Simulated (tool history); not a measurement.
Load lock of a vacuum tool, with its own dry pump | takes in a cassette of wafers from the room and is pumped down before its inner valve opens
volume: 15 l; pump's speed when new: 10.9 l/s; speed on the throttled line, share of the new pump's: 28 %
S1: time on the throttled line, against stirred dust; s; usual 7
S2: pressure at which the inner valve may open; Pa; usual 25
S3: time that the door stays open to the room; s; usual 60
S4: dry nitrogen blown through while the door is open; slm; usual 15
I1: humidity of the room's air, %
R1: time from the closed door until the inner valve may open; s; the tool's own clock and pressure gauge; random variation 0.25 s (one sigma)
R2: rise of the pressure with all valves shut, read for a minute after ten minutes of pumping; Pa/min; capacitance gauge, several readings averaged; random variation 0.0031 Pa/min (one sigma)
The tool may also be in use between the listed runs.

run	hour	S1	S2	S3	S4	I1	R1	R2
1	0	7	25	60	15	46.3	17.6	0.168
2	285.3	5	25	60	15	47	16.4	0.167
3	549.6	7	25	201	15	42.7	17.3	0.206
4	734	7	25	60	4	44.3	17.8	0.204
5	997	7	25	60	4	42.8	17.7	0.2
6	1162	7	25	38	15	42.3	17.6	0.167
7	1297.1	7	25	31	15	39.6	17.9	0.158
8	1438	7	25	31	15	45.3	18.2	0.165
9	1769.8	7	25	60	15	42.7	17.6	0.184
10	2019.6	7	25	60	15	42.9	17.7	0.191
11	2231.4	4	25	60	15	44.7	15.8	0.197
12	2466.9	11	25	60	15	45.7	20.8	0.202
13	2644.5	7	25	60	15	44.6	17.7	0.201
14	2976.8	7	28	60	15	43.3	18.4	0.203
15	3196.4	7	33	60	15	42.5	17.7	0.201
16	3456	8	33	37	15	43.6	18.2	0.202
17	3594.7	8	33	37	15	43.3	18.2	0.198
18	3761.1	7	25	220	15	48.3	18.3	0.282
19	3921.6	9	25	220	15	44.8	19.3	0.267
20	4055.7	7	26	125	4	46.4	18.3	0.288
21	4369.1	7	25	74	6	43.6	18.3	0.254
22	4557.1	11	47	141	10	45.5	19.5	0.285
23	4766.8	4	25	60	13	45.9	16.1	0.243
24	5086.6	4	37	124	4	49	15.9	0.305
25	5379.5	11	26	105	9	45.5	21.5	0.282

4 ways to go on from here, each from the tool as it stands after run 25. What would each give?
A	5679	11	20	136	6	41	?	?
B	5679	7	25	60	15	44.1	?	?
C	5679	7	25	64	15	45.3	?	?
D	5679	6	25	56	39	42.9	?	?

run	R1	R2
A	21.3	0.294
B	18.4	0.247
C	19	0.259
D	17.2	0.221
Without the tool's hidden state the same runs would have given:
run	R1	R2
A	19.5	0.123
B	16.5	0.077
C	17	0.085
D	15.2	0.05
